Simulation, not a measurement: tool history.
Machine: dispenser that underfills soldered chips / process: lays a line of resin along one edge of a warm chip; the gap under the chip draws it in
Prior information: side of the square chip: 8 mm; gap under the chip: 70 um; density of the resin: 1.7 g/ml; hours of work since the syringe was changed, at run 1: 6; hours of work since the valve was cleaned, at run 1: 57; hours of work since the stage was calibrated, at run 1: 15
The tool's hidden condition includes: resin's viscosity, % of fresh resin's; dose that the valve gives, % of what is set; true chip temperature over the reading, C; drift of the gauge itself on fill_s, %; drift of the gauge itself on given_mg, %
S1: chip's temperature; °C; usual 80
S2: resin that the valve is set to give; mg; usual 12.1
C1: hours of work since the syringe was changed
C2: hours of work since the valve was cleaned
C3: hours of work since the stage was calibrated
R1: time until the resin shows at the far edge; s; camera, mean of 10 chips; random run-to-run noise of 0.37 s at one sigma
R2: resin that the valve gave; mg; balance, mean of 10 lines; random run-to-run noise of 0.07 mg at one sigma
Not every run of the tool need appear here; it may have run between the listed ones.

Run 1, hour 0.0: usual settings; C1 6; C2 57; C3 15. Result: R1 25.7 s, R2 11.45 mg.
At hour 5.8: new syringe of resin.
Run 2, hour 5.9: usual settings; C1 0; C2 62; C3 19. Result: R1 22.0 s, R2 11.40 mg.
Run 3, hour 10.8: usual settings; C1 4; C2 66; C3 23. Result: R1 24.7 s, R2 11.32 mg.
At hour 14.0: dispensing valve cleaned and set on the balance.
Run 4, hour 15.6: usual settings; C1 7; C2 1; C3 26. Result: R1 27.8 s, R2 12.02 mg.
Run 5, hour 19.1: usual settings; C1 10; C2 4; C3 29. Result: R1 30.1 s, R2 12.07 mg.
At hour 20.4: new syringe of resin.
Run 6, hour 23.4: usual settings; C1 2; C2 7; C3 32. Result: R1 23.7 s, R2 11.94 mg.
Run 7, hour 26.5: usual settings but S2 15.5 mg; C1 5; C2 10; C3 34. Result: R1 24.5 s, R2 15.45 mg.
Run 8, hour 29.4: usual settings but S2 10.4 mg; C1 7; C2 12; C3 36. Result: R1 28.1 s, R2 10.28 mg.
At hour 34.2: new syringe of resin.
Run 9, hour 35.3: usual settings but S2 10.4 mg; C1 1; C2 16; C3 41. Result: R1 23.0 s, R2 10.31 mg.
Run 10, hour 41.1: usual settings but S2 10.4 mg; C1 5; C2 21; C3 45. Result: R1 26.7 s, R2 10.14 mg.
Run 11, hour 46.2: usual settings but S1 69 °C; C1 9; C2 25; C3 49. Result: R1 46.2 s, R2 11.70 mg.
At hour 47.7: new syringe of resin.
Run 12, hour 51.6: usual settings but S1 69 °C; C1 3; C2 29; C3 53. Result: R1 37.3 s, R2 11.73 mg.
Run 13, hour 56.8: usual settings; C1 7; C2 33; C3 57. Result: R1 28.9 s, R2 11.83 mg.
At hour 61.1: new syringe of resin.
Run 14, hour 62.6: usual settings but S2 11.0 mg; C1 1; C2 37; C3 61. Result: R1 22.6 s, R2 10.61 mg.
Run 15, hour 65.5: usual settings but S2 11.0 mg; C1 3; C2 39; C3 64. Result: R1 24.3 s, R2 10.57 mg.
Run 16, hour 68.3: usual settings but S2 11.0 mg; C1 6; C2 41; C3 66. Result: R1 26.5 s, R2 10.62 mg.
Run 17, hour 73.4: usual settings but S2 11.0 mg; C1 10; C2 45; C3 70. Result: R1 29.9 s, R2 10.57 mg.
At hour 74.5: new syringe of resin.
Run 18, hour 78.3: usual settings; C1 3; C2 49; C3 73. Result: R1 23.2 s, R2 11.48 mg.
Run 19, hour 84.0: usual settings; C1 7; C2 53; C3 78. Result: R1 26.2 s, R2 11.55 mg.
At hour 88.0: new syringe of resin.
Run 20, hour 89.9: usual settings but S2 15.4 mg; C1 1; C2 58; C3 82. Result: R1 22.6 s, R2 14.67 mg.
Run 21, hour 94.9: usual settings but S1 91 °C, S2 15.4 mg; C1 5; C2 62; C3 86. Result: R1 16.1 s, R2 14.40 mg.
Run 22, hour 98.4: usual settings but S1 91 °C, S2 15.4 mg; C1 8; C2 64; C3 89. Result: R1 18.2 s, R2 14.38 mg.
At hour 101.5: new syringe of resin.
At hour 103.9: dispensing valve cleaned and set on the balance.
Run 23, hour 104.3: usual settings but S1 92 °C, S2 12.3 mg; C1 1; C2 0; C3 92. Result: R1 14.7 s, R2 12.23 mg.
Run 24, hour 107.2: usual settings but S1 71 °C, S2 15.0 mg; C1 4; C2 3; C3 95. Result: R1 34.6 s, R2 14.92 mg.
Run 25, hour 112.2: usual settings but S1 71 °C, S2 15.0 mg; C1 8; C2 6; C3 99. Result: R1 38.8 s, R2 14.99 mg.
At hour 116.1: new syringe of resin.
Run 26, hour 118.1: usual settings but S2 12.8 mg; C1 2; C2 11; C3 103. Result: R1 22.3 s, R2 12.69 mg.
Run 27, hour 121.4: usual settings but S2 12.8 mg; C1 4; C2 13; C3 106. Result: R1 23.4 s, R2 12.62 mg.
Run 28, hour 124.6: usual settings but S1 93 °C, S2 12.9 mg; C1 7; C2 16; C3 108. Result: R1 16.2 s, R2 12.51 mg.
Run 29, hour 128.6: usual settings but S1 86 °C, S2 11.3 mg; C1 10; C2 19; C3 111. Result: R1 23.9 s, R2 11.07 mg.
At hour 129.7: new syringe of resin.
Run 30, hour 134.7: usual settings but S1 77 °C, S2 15.1 mg; C1 4; C2 24; C3 116. Result: R1 26.2 s, R2 14.61 mg.
Run 31, hour 138.9: usual settings but S2 12.8 mg; C1 7; C2 27; C3 119. Result: R1 26.4 s, R2 12.38 mg.
At hour 143.1: new syringe of resin.
Run 32, hour 143.4: usual settings but S2 12.8 mg; C1 0; C2 30; C3 122. Result: R1 20.9 s, R2 12.48 mg.
Run 33, hour 146.3: usual settings but S1 72 °C, S2 13.6 mg; C1 3; C2 32; C3 124. Result: R1 31.6 s, R2 13.15 mg.
Run 34, hour 152.1: usual settings but S1 72 °C, S2 13.6 mg; C1 7; C2 37; C3 129. Result: R1 36.4 s, R2 13.03 mg.
At hour 156.6: new syringe of resin.
Run 35, hour 158.0: usual settings but S1 70 °C, S2 12.4 mg; C1 1; C2 41; C3 133. Result: R1 32.7 s, R2 11.89 mg.
Run 36, hour 162.6: usual settings but S1 82 °C, S2 10.6 mg; C1 5; C2 45; C3 137. Result: R1 24.0 s, R2 10.11 mg.
Run 37, hour 166.0: usual settings but S1 74 °C, S2 11.3 mg; C1 7; C2 47; C3 140. Result: R1 34.7 s, R2 10.67 mg.

How would selected steps in R1 from run to run divide? Give the signed amount a tool lacking its hidden state would still show from settings, what came in and random variation, and the signed amount left for the hidden state, including any gauge scatter that is not in both of the compared results.
Run 10 -> 11: S1 80 -> 69, S2 10.4 -> 12.1. R1 +19.5 s: hidden state +8.4, all else +11.1.
Run 11 -> 12: new syringe of resin. R1 -8.9 s: hidden state -8.9, all else +0.0.
Run 23 -> 24: S1 92 -> 71, S2 12.3 -> 15.0. R1 +19.9 s: hidden state +3.1, all else +16.8.
Run 25 -> 26: S1 71 -> 80, S2 15.0 -> 12.8, new syringe of resin. R1 -16.5 s: hidden state -7.4, all else -9.1.
